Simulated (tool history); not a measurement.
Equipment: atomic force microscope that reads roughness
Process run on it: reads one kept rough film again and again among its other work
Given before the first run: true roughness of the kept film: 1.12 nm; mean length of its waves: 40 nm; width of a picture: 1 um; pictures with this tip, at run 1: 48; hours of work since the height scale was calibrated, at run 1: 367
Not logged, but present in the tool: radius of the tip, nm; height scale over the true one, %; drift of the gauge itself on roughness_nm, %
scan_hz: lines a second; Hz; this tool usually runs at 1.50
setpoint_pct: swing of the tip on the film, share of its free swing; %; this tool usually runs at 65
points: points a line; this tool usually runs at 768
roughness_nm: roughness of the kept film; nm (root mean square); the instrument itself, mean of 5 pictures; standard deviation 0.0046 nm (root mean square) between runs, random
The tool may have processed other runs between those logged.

| run | hour | scan_hz | setpoint_pct | points | pictures with this tip | hours of work since the height scale was calibrated | roughness_nm |
|---|---|---|---|---|---|---|---|
| 1 | 0.0 | 1.50 | 65 | 768 | 48 | 367 | 1.051 |
| 2 | 11.3 | 1.50 | 65 | 300 | 61 | 374 | 1.036 |
| 3 | 20.7 | 1.50 | 65 | 300 | 72 | 379 | 1.036 |
| 4 | 38.2 | 1.50 | 65 | 300 | 93 | 389 | 1.027 |
| 5 | 46.6 | 1.50 | 65 | 300 | 103 | 393 | 1.031 |
| 6 | 60.7 | 1.50 | 65 | 300 | 119 | 401 | 1.012 |
|  | 69.6 | new tip fitted |
| 7 | 78.2 | 1.50 | 65 | 768 | 10 | 411 | 1.066 |
| 8 | 98.2 | 1.50 | 65 | 961 | 33 | 422 | 1.075 |
| 9 | 117.8 | 1.93 | 65 | 768 | 56 | 433 | 1.056 |
| 10 | 126.0 | 1.50 | 65 | 768 | 66 | 438 | 1.051 |
| 11 | 139.5 | 1.50 | 65 | 768 | 82 | 445 | 1.039 |
| 12 | 157.8 | 1.50 | 65 | 768 | 103 | 455 | 1.037 |
| 13 | 167.5 | 1.50 | 65 | 354 | 114 | 461 | 1.018 |
| 14 | 175.6 | 1.97 | 65 | 354 | 124 | 465 | 1.004 |
|  | 179.5 | new tip fitted |
| 15 | 191.9 | 1.97 | 65 | 354 | 14 | 474 | 1.053 |
| 16 | 200.0 | 1.50 | 65 | 273 | 24 | 479 | 1.054 |
| 17 | 213.3 | 1.50 | 65 | 273 | 39 | 486 | 1.055 |
| 18 | 232.6 | 1.50 | 65 | 273 | 62 | 497 | 1.036 |
| 19 | 249.0 | 1.50 | 65 | 273 | 81 | 506 | 1.037 |
| 20 | 266.7 | 1.50 | 65 | 273 | 102 | 516 | 1.016 |
| 21 | 280.1 | 1.50 | 65 | 273 | 117 | 524 | 1.015 |
|  | 289.9 | new tip fitted |
| 22 | 290.4 | 1.50 | 65 | 768 | 1 | 529 | 1.081 |
| 23 | 306.2 | 1.50 | 65 | 768 | 19 | 538 | 1.073 |
| 24 | 323.1 | 1.50 | 65 | 768 | 39 | 548 | 1.061 |
| 25 | 340.7 | 1.50 | 65 | 768 | 60 | 557 | 1.048 |
| 26 | 352.6 | 1.50 | 65 | 354 | 74 | 564 | 1.044 |
| 27 | 362.2 | 2.60 | 67 | 418 | 85 | 570 | 1.009 |
| 28 | 376.1 | 0.54 | 89 | 418 | 101 | 577 | 1.031 |
| 29 | 386.7 | 0.54 | 89 | 418 | 113 | 583 | 1.019 |
|  | 400.3 | new tip fitted |
| 30 | 400.3 | 0.68 | 84 | 502 | 0 | 591 | 1.065 |
| 31 | 409.6 | 3.66 | 69 | 768 | 11 | 596 | 1.017 |
| 32 | 428.5 | 1.50 | 60 | 768 | 33 | 606 | 1.068 |
| 33 | 442.4 | 2.40 | 65 | 768 | 49 | 614 | 1.043 |
| 34 | 453.2 | 0.55 | 57 | 713 | 62 | 620 | 1.060 |
| 35 | 462.7 | 0.55 | 57 | 713 | 73 | 626 | 1.064 |
| 36 | 474.6 | 0.55 | 57 | 713 | 87 | 632 | 1.056 |
| 37 | 494.4 | 1.36 | 65 | 880 | 110 | 643 | 1.033 |
| 38 | 507.9 | 0.98 | 74 | 360 | 125 | 651 | 1.020 |
|  | 510.2 | new tip fitted |
| 39 | 523.2 | 0.76 | 65 | 768 | 15 | 659 | 1.085 |
| 40 | 533.6 | 2.34 | 86 | 768 | 27 | 665 | 0.981 |
| 41 | 545.8 | 2.04 | 69 | 1004 | 41 | 672 | 1.037 |
| 42 | 554.8 | 2.04 | 69 | 1004 | 52 | 677 | 1.046 |
| 43 | 566.0 | 2.04 | 69 | 1004 | 65 | 683 | 1.036 |
| 44 | 586.0 | 1.50 | 74 | 690 | 88 | 694 | 1.019 |
| 45 | 598.9 | 1.50 | 79 | 797 | 103 | 702 | 1.015 |
| 46 | 607.1 | 1.36 | 74 | 768 | 113 | 706 | 1.025 |
|  | 621.2 | new tip fitted |
| 47 | 621.2 | 1.36 | 74 | 768 | 0 | 714 | 1.071 |
| 48 | 637.6 | 1.51 | 76 | 908 | 19 | 723 | 1.043 |
| 49 | 646.0 | 0.52 | 61 | 822 | 29 | 728 | 1.075 |
| 50 | 660.9 | 0.65 | 64 | 822 | 46 | 736 | 1.072 |
| 51 | 670.5 | 1.24 | 55 | 381 | 57 | 741 | 1.060 |
| 52 | 680.6 | 0.92 | 67 | 797 | 69 | 747 | 1.051 |

Entry by entry between the runs, the difference in hidden state between the last listed run before and the first listed run after:
Run 6 -> run 7: new tip fitted (hour 69.6)
  radius of the tip, nm: 24.5 -> 7.2; height scale over the true one, %: 0.06 -> 0.07
  what was measured, less what the result would be without the hidden state, roughness_nm: -0.053 -> -0.006 nm (root mean square)
Run 14 -> run 15: new tip fitted (hour 179.5)
  radius of the tip, nm: 25.2 -> 7.3
  what was measured, less what the result would be without the hidden state, roughness_nm: -0.055 -> -0.006 nm (root mean square)
Run 21 -> run 22: new tip fitted (hour 289.9)
  radius of the tip, nm: 23.8 -> 5.2
  what was measured, less what the result would be without the hidden state, roughness_nm: -0.051 -> +0.001 nm (root mean square)
Run 29 -> run 30: new tip fitted (hour 400.3)
  radius of the tip, nm: 22.9 -> 5.1; height scale over the true one, %: 0.15 -> 0.16
  what was measured, less what the result would be without the hidden state, roughness_nm: -0.049 -> +0.001 nm (root mean square)
Run 38 -> run 39: new tip fitted (hour 510.2)
  radius of the tip, nm: 24.9 -> 7.7
  what was measured, less what the result would be without the hidden state, roughness_nm: -0.053 -> -0.006 nm (root mean square)
Run 46 -> run 47: new tip fitted (hour 621.2)
  radius of the tip, nm: 23.2 -> 5.9
  what was measured, less what the result would be without the hidden state, roughness_nm: -0.049 -> +0.000 nm (root mean square)
